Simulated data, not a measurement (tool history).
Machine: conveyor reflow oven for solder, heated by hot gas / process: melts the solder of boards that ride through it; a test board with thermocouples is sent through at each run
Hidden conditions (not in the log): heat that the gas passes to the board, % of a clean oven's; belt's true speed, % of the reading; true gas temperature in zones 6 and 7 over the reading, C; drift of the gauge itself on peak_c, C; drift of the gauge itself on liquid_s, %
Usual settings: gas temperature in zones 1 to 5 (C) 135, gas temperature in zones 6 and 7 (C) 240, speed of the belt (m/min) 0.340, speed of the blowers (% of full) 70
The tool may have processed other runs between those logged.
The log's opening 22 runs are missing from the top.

run	hour	gas temperature in zones 1 to 5 (C)	gas temperature in zones 6 and 7 (C)	speed of the belt (m/min)	speed of the blowers (% of full)	hours of work since the flux was cleaned out	hours of work since the belt drive was overhauled	hours of work since the thermocouples were changed	highest temperature of the board (C)	time above the solder's melting point (s)
23	168.6	135	230	0.354	86	23	655	68	215.1	73.7
# hour 178.7: flux residue cleaned out of gas plates and filters, once more
24	182.3	135	230	0.354	86	1	658	72	218.4	78.4
25	191.1	135	230	0.354	86	5	662	75	218.3	78.1
26	202.2	137	234	0.388	70	9	666	80	216.3	69.3
27	210.2	140	240	0.286	77	13	669	83	232.0	113.7
28	215.0	135	240	0.340	79	15	671	85	227.2	89.5
29	223.7	131	240	0.340	81	18	675	89	227.2	87.6
30	234.0	148	236	0.340	70	22	679	93	224.1	92.9
31	244.2	135	252	0.340	51	27	683	97	231.5	92.0

Predict each of these 3 candidate next runs independently; none follows another, all start after run 31:
A	251.9	135	253	0.395	66	30	686	100	?	?
B	251.9	135	252	0.381	72	30	686	100	?	?
C	251.9	133	252	0.315	51	30	686	100	?	?

run	highest temperature of the board (C)	time above the solder's melting point (s)
A	230.8	78.3
B	232.8	83.1
C	234.0	100.8
Without the tool's hidden state the same runs would have given:
run	highest temperature of the board (C)	time above the solder's melting point (s)
A	230.1	76.8
B	232.2	81.5
C	233.3	98.8
